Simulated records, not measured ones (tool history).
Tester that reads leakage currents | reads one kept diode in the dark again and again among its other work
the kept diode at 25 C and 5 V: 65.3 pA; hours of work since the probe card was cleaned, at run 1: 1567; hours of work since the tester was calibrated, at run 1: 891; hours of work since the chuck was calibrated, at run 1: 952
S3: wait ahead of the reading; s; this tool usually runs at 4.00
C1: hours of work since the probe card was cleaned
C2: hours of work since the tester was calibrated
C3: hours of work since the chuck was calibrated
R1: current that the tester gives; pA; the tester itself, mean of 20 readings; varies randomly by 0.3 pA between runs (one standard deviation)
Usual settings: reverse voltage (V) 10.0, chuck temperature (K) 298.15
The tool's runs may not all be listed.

Run 1, day 0.000: usual settings; C1 1567; C2 891; C3 952. Result: R1 109.76 pA.
Run 2, day 2.758: usual settings; C1 1610; C2 933; C3 994. Result: R1 109.61 pA.
At day 4.679: probe card cleaned and baked.
Run 3, day 5.258: usual settings but S3 0.47 s; C1 9; C2 970; C3 1031. Result: R1 120.55 pA.
Run 4, day 6.825: usual settings but S3 0.47 s; C1 33; C2 994; C3 1055. Result: R1 120.32 pA.
Run 5, day 8.071: usual settings but S3 0.47 s; C1 52; C2 1013; C3 1074. Result: R1 120.37 pA.
Run 6, day 9.292: usual settings but S3 0.47 s; C1 71; C2 1032; C3 1093. Result: R1 120.90 pA.
At day 10.142: probe card cleaned and baked, once more.
Run 7, day 11.779: usual settings but reverse voltage (V) 1.4; C1 25; C2 1068; C3 1129. Result: R1 29.58 pA.
Run 8, day 13.142: usual settings but reverse voltage (V) 1.4; C1 46; C2 1089; C3 1150. Result: R1 29.46 pA.
Run 9, day 15.250: usual settings but reverse voltage (V) 1.4; C1 78; C2 1121; C3 1182. Result: R1 29.41 pA.
Run 10, day 17.696: usual settings but reverse voltage (V) 1.4; C1 116; C2 1159; C3 1220. Result: R1 29.46 pA.
Run 11, day 20.075: usual settings but reverse voltage (V) 1.4; C1 153; C2 1195; C3 1256. Result: R1 29.34 pA.
At day 21.100: chuck's temperature calibrated.
Run 12, day 22.608: usual settings but reverse voltage (V) 1.4; C1 190; C2 1233; C3 23. Result: R1 30.45 pA.
Run 13, day 24.854: usual settings but reverse voltage (V) 1.4; C1 225; C2 1268; C3 58. Result: R1 30.57 pA.
Run 14, day 27.033: usual settings but chuck temperature (K) 293.15, S3 7.83 s; C1 258; C2 1301; C3 91. Result: R1 63.77 pA.
Run 15, day 29.312: usual settings but chuck temperature (K) 293.15, S3 7.83 s; C1 293; C2 1336; C3 126. Result: R1 63.71 pA.
Run 16, day 31.958: usual settings but reverse voltage (V) 9.6, chuck temperature (K) 317.15, S3 5.03 s; C1 334; C2 1377; C3 167. Result: R1 485.78 pA.
Run 17, day 34.246: usual settings but reverse voltage (V) 6.9, chuck temperature (K) 294.15, S3 7.04 s; C1 369; C2 1412; C3 202. Result: R1 56.13 pA.
Run 18, day 36.088: usual settings but reverse voltage (V) 15.8, chuck temperature (K) 300.15, S3 7.04 s; C1 397; C2 1440; C3 230. Result: R1 157.83 pA.
Run 19, day 38.362: usual settings but reverse voltage (V) 10.5, chuck temperature (K) 330.15, S3 8.22 s; C1 432; C2 1475; C3 265. Result: R1 1411.23 pA.
Run 20, day 40.488: usual settings but reverse voltage (V) 14.1, chuck temperature (K) 308.15, S3 0.36 s; C1 465; C2 1508; C3 298. Result: R1 297.07 pA.
Run 21, day 42.371: usual settings but reverse voltage (V) 8.0, chuck temperature (K) 295.15, S3 1.58 s; C1 494; C2 1537; C3 327. Result: R1 68.18 pA.
Run 22, day 44.158: usual settings but reverse voltage (V) 7.9, chuck temperature (K) 313.15, S3 2.46 s; C1 521; C2 1564; C3 354. Result: R1 313.57 pA.
Run 23, day 46.067: usual settings but reverse voltage (V) 7.9, chuck temperature (K) 313.15, S3 2.46 s; C1 550; C2 1593; C3 383. Result: R1 313.31 pA.

Entry by entry between the runs, the difference in hidden state between the last listed run before and the first listed run after:
From run 2 to run 3: probe card cleaned and baked (day 4.679)
  stray current of the dirty probe card, pA a volt: 1.482 -> 2.237; current scale over the true one, %: 0.25 -> 0.26; true chuck temperature over the reading, C: -0.44 -> -0.45
  difference, measured minus the result without the unlogged condition, R1: +10.96 -> +18.54 pA
From run 6 to run 7: probe card cleaned and baked, once more (day 10.142)
  stray current of the dirty probe card, pA a volt: 2.292 -> 0.05; current scale over the true one, %: 0.29 -> 0.3; true chuck temperature over the reading, C: -0.48 -> -0.49
  difference, measured minus the result without the unlogged condition, R1: +18.91 -> -1.23 pA
From run 11 to run 12: chuck's temperature calibrated (day 21.100)
  stray current of the dirty probe card, pA a volt: 0.162 -> 0.194; current scale over the true one, %: 0.35 -> 0.36; true chuck temperature over the reading, C: -0.55 -> -0.22
  difference, measured minus the result without the unlogged condition, R1: -1.20 -> -0.25 pA

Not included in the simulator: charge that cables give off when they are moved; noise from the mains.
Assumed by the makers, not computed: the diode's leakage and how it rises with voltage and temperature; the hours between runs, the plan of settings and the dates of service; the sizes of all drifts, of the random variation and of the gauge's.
